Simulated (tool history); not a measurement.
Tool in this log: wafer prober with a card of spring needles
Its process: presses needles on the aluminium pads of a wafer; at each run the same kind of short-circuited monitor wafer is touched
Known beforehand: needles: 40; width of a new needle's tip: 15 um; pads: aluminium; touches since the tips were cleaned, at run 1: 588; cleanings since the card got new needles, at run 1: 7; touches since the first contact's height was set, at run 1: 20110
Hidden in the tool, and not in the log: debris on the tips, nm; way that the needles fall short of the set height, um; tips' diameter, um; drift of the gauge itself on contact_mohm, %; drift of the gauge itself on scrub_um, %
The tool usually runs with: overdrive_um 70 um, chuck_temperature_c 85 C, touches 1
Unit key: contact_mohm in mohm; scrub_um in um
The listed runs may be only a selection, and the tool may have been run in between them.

run,hour,overdrive_um,chuck_temperature_c,touches,touches since the tips were cleaned,cleanings since the card got new needles,touches since the first contact's height was set,contact_mohm,scrub_um
1,0.0,70,85,1,588,7,20110,125,9.38
# hour 10.6: tips cleaned on abrasive film
# hour 23.7: tips cleaned on abrasive film
# hour 34.3: tips cleaned on abrasive film
# hour 47.5: tips cleaned on abrasive film
# hour 58.1: tips cleaned on abrasive film
2,66.2,70,85,1,2021,12,36508,141,9.17
# hour 68.9: tips cleaned on abrasive film
# hour 82.0: tips cleaned on abrasive film
# hour 92.6: tips cleaned on abrasive film
3,99.7,70,85,1,1765,15,44805,138,9.25
# hour 105.0: tips cleaned on abrasive film
# hour 115.6: tips cleaned on abrasive film
# hour 126.1: tips cleaned on abrasive film
# hour 136.7: tips cleaned on abrasive film
4,140.1,70,85,1,842,19,54796,134,9.22
# hour 148.0: tips cleaned on abrasive film
# hour 161.2: tips cleaned on abrasive film
# hour 171.8: tips cleaned on abrasive film
# hour 182.3: tips cleaned on abrasive film
# hour 192.9: tips cleaned on abrasive film
# hour 203.5: tips cleaned on abrasive film
5,208.9,70,85,1,1354,25,71835,134,9.15
# hour 214.2: tips cleaned on abrasive film
# hour 224.8: tips cleaned on abrasive film
# hour 235.3: tips cleaned on abrasive film
# hour 245.9: tips cleaned on abrasive film
6,254.5,70,85,1,2157,29,83140,145,9.17
# hour 257.3: tips cleaned on abrasive film
# hour 267.8: tips cleaned on abrasive film
# hour 281.0: tips cleaned on abrasive film
# hour 291.6: tips cleaned on abrasive film
# hour 304.8: tips cleaned on abrasive film
# hour 315.3: tips cleaned on abrasive film
7,322.7,88,85,1,1833,35,100004,131,11.33
# hour 328.0: tips cleaned on abrasive film
# hour 338.6: tips cleaned on abrasive film
# hour 351.7: tips cleaned on abrasive film
# hour 362.3: tips cleaned on abrasive film
# hour 372.9: tips cleaned on abrasive film
8,376.4,66,85,1,886,40,113306,131,8.36
# hour 384.4: tips cleaned on abrasive film
# hour 394.9: tips cleaned on abrasive film
# hour 408.1: tips cleaned on abrasive film
# hour 418.7: tips cleaned on abrasive film
# hour 429.2: tips cleaned on abrasive film
# hour 442.4: tips cleaned on abrasive film
9,444.9,66,85,1,612,46,130255,132,8.27
# hour 455.4: tips cleaned on abrasive film
# hour 466.0: tips cleaned on abrasive film
# hour 476.6: tips cleaned on abrasive film
# hour 487.1: tips cleaned on abrasive film
10,490.2,66,85,1,761,50,141471,137,8.13
# hour 498.1: tips cleaned on abrasive film
# hour 508.7: tips cleaned on abrasive film
# hour 519.2: tips cleaned on abrasive film
11,521.3,70,85,2,521,53,149178,118,8.71
# hour 531.9: tips cleaned on abrasive film
# hour 542.5: tips cleaned on abrasive film
# hour 555.6: tips cleaned on abrasive film
# hour 566.2: tips cleaned on abrasive film
12,572.4,70,85,2,1538,57,161825,132,8.68
# hour 577.7: tips cleaned on abrasive film
# hour 588.3: tips cleaned on abrasive film
# hour 598.8: tips cleaned on abrasive film
# hour 609.4: tips cleaned on abrasive film
13,616.9,70,110,2,1871,61,172844,135,8.54
# hour 622.2: tips cleaned on abrasive film
# hour 635.4: tips cleaned on abrasive film
# hour 648.6: tips cleaned on abrasive film
# hour 659.1: tips cleaned on abrasive film
# hour 672.3: tips cleaned on abrasive film
# hour 675.2: height of the first contact set anew
14,676.4,70,110,2,933,66,280,123,9.40
# hour 684.3: tips cleaned on abrasive film
# hour 694.9: tips cleaned on abrasive film
# hour 708.1: tips cleaned on abrasive film
# hour 718.6: tips cleaned on abrasive film
15,725.9,70,110,2,1812,70,12548,134,9.37
# hour 731.2: tips cleaned on abrasive film
# hour 741.8: tips cleaned on abrasive film
# hour 752.3: tips cleaned on abrasive film
# hour 762.9: tips cleaned on abrasive film
16,770.6,88,85,1,1926,74,23622,131,11.90
# hour 775.9: tips cleaned on abrasive film
# hour 786.5: tips cleaned on abrasive film
# hour 799.7: tips cleaned on abrasive film
# hour 812.9: tips cleaned on abrasive film
# hour 823.4: tips cleaned on abrasive film
# hour 834.0: tips cleaned on abrasive film
17,842.9,88,72,2,2214,80,41519,124,11.59
# hour 845.6: tips cleaned on abrasive film
# hour 858.8: tips cleaned on abrasive film
# hour 869.3: tips cleaned on abrasive film
# hour 879.9: tips cleaned on abrasive film
# hour 893.1: tips cleaned on abrasive film
18,899.4,81,99,3,1575,85,55510,121,10.78
# hour 904.7: tips cleaned on abrasive film
# hour 915.3: tips cleaned on abrasive film
# hour 925.8: tips cleaned on abrasive film
# hour 936.4: tips cleaned on abrasive film
# hour 947.0: tips cleaned on abrasive film
19,954.8,81,99,3,1956,90,69231,119,10.50
# hour 960.1: tips cleaned on abrasive film
# hour 970.7: tips cleaned on abrasive film
# hour 981.3: tips cleaned on abrasive film
# hour 991.8: tips cleaned on abrasive film
# hour 1002.4: tips cleaned on abrasive film
# hour 1013.0: tips cleaned on abrasive film
# hour 1023.5: tips cleaned on abrasive film
20,1028.8,81,99,3,1314,97,87536,118,10.36
# hour 1034.3: tips cleaned on abrasive film
# hour 1044.8: tips cleaned on abrasive film
# hour 1058.0: tips cleaned on abrasive film
# hour 1071.2: tips cleaned on abrasive film
# hour 1084.4: tips cleaned on abrasive film
21,1093.1,87,85,1,2170,102,103469,141,11.32

Run 22, settings as shown, results not yet in. Your forecast:
# hour 1095.8: tips cleaned on abrasive film
# hour 1106.4: tips cleaned on abrasive film
# hour 1119.5: tips cleaned on abrasive film
# hour 1132.7: tips cleaned on abrasive film
22,1142.9,78,106,1,2531,106,115804,?,?

Run 22 measured contact_mohm 153 mohm, scrub_um 10.03 um.
The same run, on a tool lacking any hidden state, would have yielded contact_mohm 106 mohm, scrub_um 10.60 um.
